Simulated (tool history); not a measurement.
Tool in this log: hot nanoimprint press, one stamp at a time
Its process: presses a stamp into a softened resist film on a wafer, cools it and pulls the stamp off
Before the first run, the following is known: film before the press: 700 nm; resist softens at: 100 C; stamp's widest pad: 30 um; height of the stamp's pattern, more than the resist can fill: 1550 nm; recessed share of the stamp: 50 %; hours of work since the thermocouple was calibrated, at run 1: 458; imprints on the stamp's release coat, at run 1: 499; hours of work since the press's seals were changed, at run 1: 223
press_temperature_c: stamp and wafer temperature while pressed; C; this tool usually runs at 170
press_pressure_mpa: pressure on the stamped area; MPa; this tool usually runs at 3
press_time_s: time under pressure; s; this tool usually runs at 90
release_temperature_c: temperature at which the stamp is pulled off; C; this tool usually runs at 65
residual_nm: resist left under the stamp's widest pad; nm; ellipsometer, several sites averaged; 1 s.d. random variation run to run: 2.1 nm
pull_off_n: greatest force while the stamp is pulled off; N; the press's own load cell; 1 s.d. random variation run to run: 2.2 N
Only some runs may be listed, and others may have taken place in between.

run	hour	press_temperature_c	press_pressure_mpa	press_time_s	release_temperature_c	hours of work since the thermocouple was calibrated	imprints on the stamp's release coat	hours of work since the press's seals were changed	residual_nm	pull_off_n
1	0	170	3	90	65	458	499	223	374.9	111
2	13.9	170	3	90	65	467	556	232	371.8	116
3	34.5	170	3	90	65	480	641	245	371	114
4	53.4	170	3	90	65	492	719	257	373	120
5	74.4	170	4.3	90	65	506	805	271	324.3	121
6	94.1	170	3	51	65	519	886	284	450.1	121
7	116	170	3	51	65	533	976	298	451.3	124
8	125.4	170	3	51	65	539	1015	304	452.7	126
9	136.4	170	3	52	65	546	1060	311	451.6	131
10	153.8	170	3	52	65	557	1132	322	445.9	125
# hour 165.9: plate thermocouple calibrated
11	168.7	170	3	90	57	2	1181	330	344.6	138
12	177.9	170	3	90	57	8	1219	336	341.9	142
13	194.5	170	3	90	57	19	1287	347	341.3	143
# hour 211.4: stamp cleaned and given a new release coat
14	222.8	170	3	90	57	33	47	361	347.2	109
15	244.9	170	3	90	65	47	137	376	345.3	101
16	259.2	163	3	90	65	57	197	385	428	102
17	274.7	163	3	90	65	67	260	395	428.9	105
18	288.2	170	3	59	65	75	316	404	408.1	111
19	299.9	165	2.9	102	61	83	364	411	388.4	111
20	318.2	172	3	74	55	95	439	423	354.7	124
21	329.1	170	3	112	65	102	484	430	320	110
22	347.5	175	2.12	112	65	114	560	442	318	110
23	361	165	4.13	96	66	123	615	451	355.2	114
24	381.7	177	3.54	76	53	136	700	464	283.7	133
25	403.8	177	3.65	53	53	150	791	479	317.1	133
26	423.5	182	3.65	131	53	163	873	492	188.6	135
27	442.7	177	3.54	86	56	176	952	504	267.5	136
28	456.5	177	3.54	86	56	184	1008	513	272.3	137
29	466.7	161	4.24	69	68	191	1050	519	451	115

Take each entry between the runs: how does the hidden state at the last listed run before it differ from the hidden state at the first listed run after it?
Run 10 -> run 11: plate thermocouple calibrated (hour 165.9)
  true temperature over the reading, C: -2.89 -> 0.2; pressure that arrives at the usual setting, %: 97.91 -> 97.86; grip of the stamp's worn release coat, % over a new coat's: 23.2 -> 24.2
  measured value less the no-hidden-state value, residual_nm: +35.3 -> +0.8 nm; pull_off_n: +28 -> +27 N
Run 13 -> run 14: stamp cleaned and given a new release coat (hour 211.4)
  true temperature over the reading, C: 0.13 -> 0.06; pressure that arrives at the usual setting, %: 97.74 -> 97.65; grip of the stamp's worn release coat, % over a new coat's: 26.5 -> 0.9
  measured value less the no-hidden-state value, residual_nm: +1.7 -> +2.6 nm; pull_off_n: +30 -> +1 N
